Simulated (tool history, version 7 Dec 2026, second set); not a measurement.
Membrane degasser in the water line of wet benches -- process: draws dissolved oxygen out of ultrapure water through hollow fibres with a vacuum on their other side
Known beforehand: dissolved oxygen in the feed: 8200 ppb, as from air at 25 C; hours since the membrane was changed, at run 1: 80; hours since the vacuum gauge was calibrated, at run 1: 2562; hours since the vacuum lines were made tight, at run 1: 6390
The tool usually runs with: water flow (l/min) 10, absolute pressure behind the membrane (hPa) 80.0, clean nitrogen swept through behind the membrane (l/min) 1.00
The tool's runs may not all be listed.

run   hour  water flow (l/min)  absolute pressure behind the membrane (hPa)  clean nitrogen swept through behind the membrane (l/min)  hours since the membrane was changed  hours since the vacuum gauge was calibrated  hours since the vacuum lines were made tight  dissolved oxygen in the water behind the degasser (ppb)  pressure that the water loses in the fibres (hPa)
  1    0.0                  10                                         80.0                                                      1.00                                    80                                         2562                                          6390                                                    115.1                                              452.2
  2   57.4                  10                                         80.0                                                      1.00                                   137                                         2619                                          6447                                                    116.1                                              449.1
  3  114.6                  10                                         80.0                                                      1.00                                   195                                         2677                                          6504                                                    116.6                                              447.6
  4  176.9                  10                                         80.0                                                      1.00                                   257                                         2739                                          6566                                                    117.4                                              450.8
  5  235.2                  10                                         80.0                                                      1.00                                   315                                         2797                                          6625                                                    117.8                                              452.5
  6  299.0                  10                                         80.0                                                      1.00                                   379                                         2861                                          6689                                                    116.1                                              450.7
  7  373.0                  10                                         80.0                                                      1.00                                   453                                         2935                                          6763                                                    116.7                                              454.8
  8  411.1                  10                                         87.2                                                      1.00                                   491                                         2973                                          6801                                                    131.6                                              456.5
  9  475.3                  10                                         87.2                                                      1.00                                   555                                         3037                                          6865                                                    132.4                                              455.9
 10  512.7                  10                                         87.2                                                      1.00                                   593                                         3075                                          6902                                                    133.8                                              453.9
 11  558.0                  10                                         66.8                                                      1.00                                   638                                         3120                                          6948                                                     85.4                                              454.3
 12  623.4                  10                                         66.8                                                      1.00                                   703                                         3185                                          7013                                                     86.2                                              449.4
     657.3  -- vacuum gauge calibrated
 13  687.9                  10                                         75.2                                                      0.85                                   767                                           31                                          7077                                                    123.0                                              457.5
 14  742.8                  10                                         60.9                                                      1.00                                   822                                           85                                          7132                                                     71.9                                              456.5
 15  796.6                  10                                         60.9                                                      1.00                                   876                                          139                                          7186                                                     72.3                                              454.6
 16  860.9                   6                                        112.6                                                      1.73                                   940                                          204                                          7250                                                     69.8                                              272.4

Run 17, settings as shown, results not yet in. Your forecast:
 17  903.3                   7                                         80.0                                                      0.90                                   983                                          246                                          7292                                                        ?                                                  ?

For run 17 the tool returned dissolved oxygen in the water behind the degasser (ppb) 91.0, pressure that the water loses in the fibres (hPa) 318.3.
With no hidden state in the tool, this same run would have given dissolved oxygen in the water behind the degasser (ppb) 90.7, pressure that the water loses in the fibres (hPa) 313.3.
